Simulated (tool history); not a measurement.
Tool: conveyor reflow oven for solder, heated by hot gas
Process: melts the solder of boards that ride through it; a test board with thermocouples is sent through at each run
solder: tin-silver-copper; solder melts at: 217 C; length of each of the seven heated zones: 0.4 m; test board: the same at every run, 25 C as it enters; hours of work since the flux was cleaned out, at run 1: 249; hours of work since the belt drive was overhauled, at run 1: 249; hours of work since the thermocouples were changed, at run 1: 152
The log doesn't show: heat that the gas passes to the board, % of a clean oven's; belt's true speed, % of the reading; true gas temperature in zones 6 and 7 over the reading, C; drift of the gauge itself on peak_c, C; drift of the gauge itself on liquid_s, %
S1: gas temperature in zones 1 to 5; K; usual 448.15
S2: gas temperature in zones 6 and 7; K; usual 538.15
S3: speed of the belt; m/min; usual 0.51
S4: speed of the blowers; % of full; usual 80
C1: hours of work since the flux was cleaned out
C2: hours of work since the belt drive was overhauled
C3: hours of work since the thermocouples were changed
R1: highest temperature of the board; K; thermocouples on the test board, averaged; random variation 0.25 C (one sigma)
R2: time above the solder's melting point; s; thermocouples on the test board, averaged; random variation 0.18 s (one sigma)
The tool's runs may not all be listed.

{"run": 1, "hour": 0.0, "S1": 448.15, "S2": 538.15, "S3": 0.51, "S4": 80, "C1": 249, "C2": 249, "C3": 152, "R1": 526.45, "R2": 74.3}
{"hour": 9.4, "done": "flux residue cleaned out of gas plates and filters"}
{"run": 2, "hour": 20.2, "S1": 448.15, "S2": 538.15, "S3": 0.522, "S4": 80, "C1": 4, "C2": 255, "C3": 158, "R1": 527.95, "R2": 73.1}
{"run": 3, "hour": 43.6, "S1": 448.15, "S2": 538.15, "S3": 0.51, "S4": 68, "C1": 14, "C2": 265, "C3": 168, "R1": 525.65, "R2": 73.2}
{"run": 4, "hour": 66.8, "S1": 448.15, "S2": 538.15, "S3": 0.51, "S4": 68, "C1": 23, "C2": 274, "C3": 177, "R1": 525.75, "R2": 73.1}
{"run": 5, "hour": 83.3, "S1": 448.15, "S2": 538.15, "S3": 0.543, "S4": 80, "C1": 30, "C2": 281, "C3": 184, "R1": 526.25, "R2": 69}
{"run": 6, "hour": 98.5, "S1": 448.15, "S2": 538.15, "S3": 0.51, "S4": 80, "C1": 36, "C2": 287, "C3": 190, "R1": 527.75, "R2": 75.3}
{"run": 7, "hour": 114.1, "S1": 448.15, "S2": 538.15, "S3": 0.51, "S4": 80, "C1": 42, "C2": 293, "C3": 196, "R1": 527.75, "R2": 75.3}
{"run": 8, "hour": 133.6, "S1": 448.15, "S2": 538.15, "S3": 0.42, "S4": 80, "C1": 50, "C2": 301, "C3": 204, "R1": 531.85, "R2": 96.8}
{"run": 9, "hour": 158.8, "S1": 448.15, "S2": 538.15, "S3": 0.51, "S4": 80, "C1": 61, "C2": 311, "C3": 215, "R1": 527.95, "R2": 75.4}
{"hour": 164.6, "done": "belt drive overhauled, speed set with a stopwatch"}
{"run": 10, "hour": 186.2, "S1": 448.15, "S2": 538.15, "S3": 0.51, "S4": 80, "C1": 70, "C2": 9, "C3": 224, "R1": 527.75, "R2": 75.5}

The next listed run, before its measurement:
{"run": 11, "hour": 208.9, "S1": 434.15, "S2": 538.15, "S3": 0.51, "S4": 87, "C1": 79, "C2": 18, "C3": 233, "R1": "?", "R2": "?"}

R1: 527.45 K
R2: 70.1 s
Without the tool's hidden state the same run would have given R1 527.95 K, R2 69.8 s.

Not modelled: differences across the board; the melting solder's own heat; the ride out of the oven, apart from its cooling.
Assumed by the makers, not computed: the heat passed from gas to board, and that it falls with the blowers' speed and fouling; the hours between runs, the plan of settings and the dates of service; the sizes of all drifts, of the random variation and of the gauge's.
